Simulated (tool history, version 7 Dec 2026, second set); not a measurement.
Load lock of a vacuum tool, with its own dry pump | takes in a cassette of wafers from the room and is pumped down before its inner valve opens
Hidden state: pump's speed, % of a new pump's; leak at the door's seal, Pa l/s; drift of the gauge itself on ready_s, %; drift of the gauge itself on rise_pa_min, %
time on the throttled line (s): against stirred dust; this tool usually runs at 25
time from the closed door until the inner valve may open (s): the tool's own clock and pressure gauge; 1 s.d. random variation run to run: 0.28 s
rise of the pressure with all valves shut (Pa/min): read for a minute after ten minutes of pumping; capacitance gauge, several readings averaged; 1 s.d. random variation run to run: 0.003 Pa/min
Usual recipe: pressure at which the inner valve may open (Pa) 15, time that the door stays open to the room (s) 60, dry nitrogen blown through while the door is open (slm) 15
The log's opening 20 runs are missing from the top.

| run | day | time on the throttled line (s) | pressure at which the inner valve may open (Pa) | time that the door stays open to the room (s) | dry nitrogen blown through while the door is open (slm) | hours that the pump has run since its overhaul | times that the door has closed on its seal | incoming humidity of the room's air, % | time from the closed door until the inner valve may open (s) | rise of the pressure with all valves shut (Pa/min) |
|---|---|---|---|---|---|---|---|---|---|---|
| 21 | 61.483 | 23 | 15 | 161 | 6 | 7315 | 10710 | 50.1 | 31.0 | 0.103 |
| 22 | 64.996 | 23 | 23 | 161 | 6 | 7399 | 11118 | 47.7 | 30.9 | 0.100 |
| 23 | 68.979 | 23 | 23 | 109 | 6 | 7494 | 11580 | 44.9 | 30.4 | 0.085 |
| 24 | 71.688 | 15 | 23 | 147 | 41 | 7559 | 11895 | 50.0 | 22.9 | 0.069 |
| 25 | 75.212 | 44 | 23 | 35 | 19 | 7644 | 12304 | 45.2 | 49.5 | 0.062 |
| 26 | 79.350 | 27 | 28 | 60 | 23 | 7743 | 12785 | 47.8 | 33.8 | 0.063 |
| 27 | 82.162 | 17 | 28 | 60 | 18 | 7811 | 13112 | 45.8 | 25.0 | 0.073 |
| 28 | 85.900 | 17 | 28 | 60 | 18 | 7901 | 13546 | 43.7 | 25.1 | 0.071 |
| 29 | 89.071 | 25 | 15 | 60 | 22 | 7977 | 13914 | 49.4 | 33.1 | 0.073 |
| 30 | 92.733 | 25 | 15 | 60 | 22 | 8065 | 14339 | 40.7 | 32.9 | 0.068 |
| 31 | 96.538 | 25 | 15 | 60 | 22 | 8156 | 14781 | 45.0 | 32.9 | 0.073 |
| 32 | 99.621 | 24 | 10 | 197 | 21 | 8230 | 15139 | 44.5 | 32.4 | 0.094 |
| 33 | 102.629 | 25 | 15 | 74 | 15 | 8302 | 15489 | 43.2 | 33.2 | 0.079 |
| 34 | 106.450 | 48 | 13 | 38 | 29 | 8394 | 15933 | 44.3 | 54.2 | 0.064 |
| 35 | 108.438 | 48 | 13 | 38 | 29 | 8442 | 16163 | 44.3 | 53.5 | 0.069 |
| 36 | 112.075 | 48 | 13 | 38 | 29 | 8529 | 16586 | 41.0 | 54.0 | 0.068 |
| 37 | 115.417 | 39 | 13 | 38 | 29 | 8609 | 16974 | 47.1 | 45.4 | 0.063 |
| 38 | 119.146 | 14 | 15 | 49 | 15 | 8699 | 17407 | 42.0 | 23.0 | 0.086 |

3 options for the next run, each taken on its own from the tool as it stands now. Forecast them:
| A | 122.946 | 25 | 24 | 60 | 15 | 8790 | 17848 | 41.6 | ? | ? |
| B | 122.946 | 14 | 15 | 115 | 5 | 8790 | 17848 | 48.9 | ? | ? |
| C | 122.946 | 25 | 15 | 60 | 33 | 8790 | 17848 | 42.1 | ? | ? |

| run | time from the closed door until the inner valve may open (s) | rise of the pressure with all valves shut (Pa/min) |
|---|---|---|
| A | 32.9 | 0.087 |
| B | 23.1 | 0.103 |
| C | 33.0 | 0.070 |
With the hidden condition removed and each run's random variation left untouched, the same runs would have given:
| run | time from the closed door until the inner valve may open (s) | rise of the pressure with all valves shut (Pa/min) |
|---|---|---|
| A | 32.0 | 0.042 |
| B | 22.0 | 0.058 |
| C | 32.1 | 0.026 |
